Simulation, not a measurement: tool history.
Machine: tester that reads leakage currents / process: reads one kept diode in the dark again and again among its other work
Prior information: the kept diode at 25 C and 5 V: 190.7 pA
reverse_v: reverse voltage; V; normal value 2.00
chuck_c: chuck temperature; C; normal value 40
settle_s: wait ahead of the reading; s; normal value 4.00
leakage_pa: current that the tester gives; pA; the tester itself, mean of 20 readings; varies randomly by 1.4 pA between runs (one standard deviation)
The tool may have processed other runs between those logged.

Run 1, day 0.000: usual settings. Result: leakage_pa 452.54 pA.
Run 2, day 1.217: usual settings. Result: leakage_pa 449.55 pA.
Run 3, day 2.029: usual settings. Result: leakage_pa 450.04 pA.
Run 4, day 3.446: usual settings but reverse_v 5.02 V. Result: leakage_pa 658.36 pA.
Run 5, day 4.625: usual settings but reverse_v 5.02 V. Result: leakage_pa 661.48 pA.
Run 6, day 5.417: usual settings. Result: leakage_pa 451.67 pA.
Run 7, day 6.821: usual settings. Result: leakage_pa 451.35 pA.
Run 8, day 7.817: usual settings. Result: leakage_pa 451.45 pA.
Run 9, day 9.100: usual settings but reverse_v 3.10 V. Result: leakage_pa 540.29 pA.
Run 10, day 10.554: usual settings but reverse_v 3.10 V. Result: leakage_pa 541.24 pA.
Run 11, day 11.725: usual settings but reverse_v 5.48 V. Result: leakage_pa 683.64 pA.
Run 12, day 12.904: usual settings but chuck_c 48 C. Result: leakage_pa 837.82 pA.
Run 13, day 14.308: usual settings but chuck_c 48 C. Result: leakage_pa 839.11 pA.
Run 14, day 15.650: usual settings. Result: leakage_pa 452.31 pA.
Run 15, day 16.829: usual settings but reverse_v 1.47 V. Result: leakage_pa 398.81 pA.
Run 16, day 17.804: usual settings but reverse_v 1.47 V. Result: leakage_pa 399.63 pA.
Run 17, day 18.579: usual settings but settle_s 0.40 s. Result: leakage_pa 454.86 pA.
Run 18, day 19.296: usual settings but reverse_v 3.60 V. Result: leakage_pa 576.08 pA.
Run 19, day 20.688: usual settings but reverse_v 3.60 V. Result: leakage_pa 577.36 pA.
Run 20, day 21.708: usual settings but reverse_v 3.60 V. Result: leakage_pa 576.38 pA.
Run 21, day 22.954: usual settings but reverse_v 13.63 V, chuck_c 24 C, settle_s 9.78 s. Result: leakage_pa 267.21 pA.
Run 22, day 23.917: usual settings but reverse_v 4.66 V, chuck_c 20 C. Result: leakage_pa 119.68 pA.
Run 23, day 25.371: usual settings but reverse_v 4.66 V, chuck_c 20 C. Result: leakage_pa 119.43 pA.
Run 24, day 26.012: usual settings but reverse_v 4.66 V, chuck_c 20 C. Result: leakage_pa 119.80 pA.
Run 25, day 27.150: usual settings but reverse_v 12.10 V, chuck_c 59 C. Result: leakage_pa 3924.19 pA.
Run 26, day 28.600: usual settings but reverse_v 12.10 V, chuck_c 59 C. Result: leakage_pa 3915.57 pA.
Run 27, day 29.400: usual settings but reverse_v 12.02 V. Result: leakage_pa 955.32 pA.
Run 28, day 30.325: usual settings but reverse_v 12.02 V, chuck_c 42 C, settle_s 1.27 s. Result: leakage_pa 1108.88 pA.
Run 29, day 31.192: usual settings but reverse_v 1.33 V, chuck_c 33 C, settle_s 1.19 s. Result: leakage_pa 219.29 pA.
Run 30, day 32.467: usual settings but reverse_v 2.59 V, chuck_c 41 C, settle_s 1.19 s. Result: leakage_pa 549.48 pA.
Run 31, day 33.571: usual settings but settle_s 1.86 s. Result: leakage_pa 456.23 pA.
Run 32, day 34.858: usual settings but chuck_c 35 C, settle_s 1.45 s. Result: leakage_pa 304.11 pA.
Run 33, day 36.108: usual settings but chuck_c 23 C, settle_s 0.48 s. Result: leakage_pa 110.78 pA.
Run 34, day 37.550: usual settings but chuck_c 23 C, settle_s 0.48 s. Result: leakage_pa 110.09 pA.
Run 35, day 38.542: usual settings but reverse_v 17.09 V, chuck_c 45 C, settle_s 2.11 s. Result: leakage_pa 1628.08 pA.
Run 36, day 39.167: usual settings but reverse_v 11.25 V, chuck_c 51 C, settle_s 5.38 s. Result: leakage_pa 2140.98 pA.
Run 37, day 40.629: usual settings but chuck_c 20 C, settle_s 0.70 s. Result: leakage_pa 84.41 pA.
Run 38, day 42.079: usual settings but reverse_v 2.18 V, chuck_c 45 C, settle_s 4.07 s. Result: leakage_pa 696.61 pA.
Run 39, day 42.971: usual settings but reverse_v 2.18 V, chuck_c 45 C, settle_s 4.07 s. Result: leakage_pa 699.25 pA.

Branching from run 39: 4 alternative next runs. What would each branch give?
Run A, day 43.621: usual settings but reverse_v 12.83 V, chuck_c 58 C, settle_s 4.07 s. Result: leakage_pa ?.
Run B, day 43.621: usual settings but reverse_v 2.18 V, chuck_c 21 C, settle_s 4.07 s. Result: leakage_pa ?.
Run C, day 43.621: usual settings but reverse_v 1.42 V, chuck_c 34 C, settle_s 1.49 s. Result: leakage_pa ?.
Run D, day 43.621: usual settings but reverse_v 17.20 V, settle_s 0.88 s. Result: leakage_pa ?.

run  leakage_pa
  A     3762.61
  B       95.35
  C      245.74
  D     1109.77
Without the tool's unlogged condition, the same runs would have read:
run  leakage_pa
  A     3758.20
  B       94.59
  C      245.10
  D     1103.99
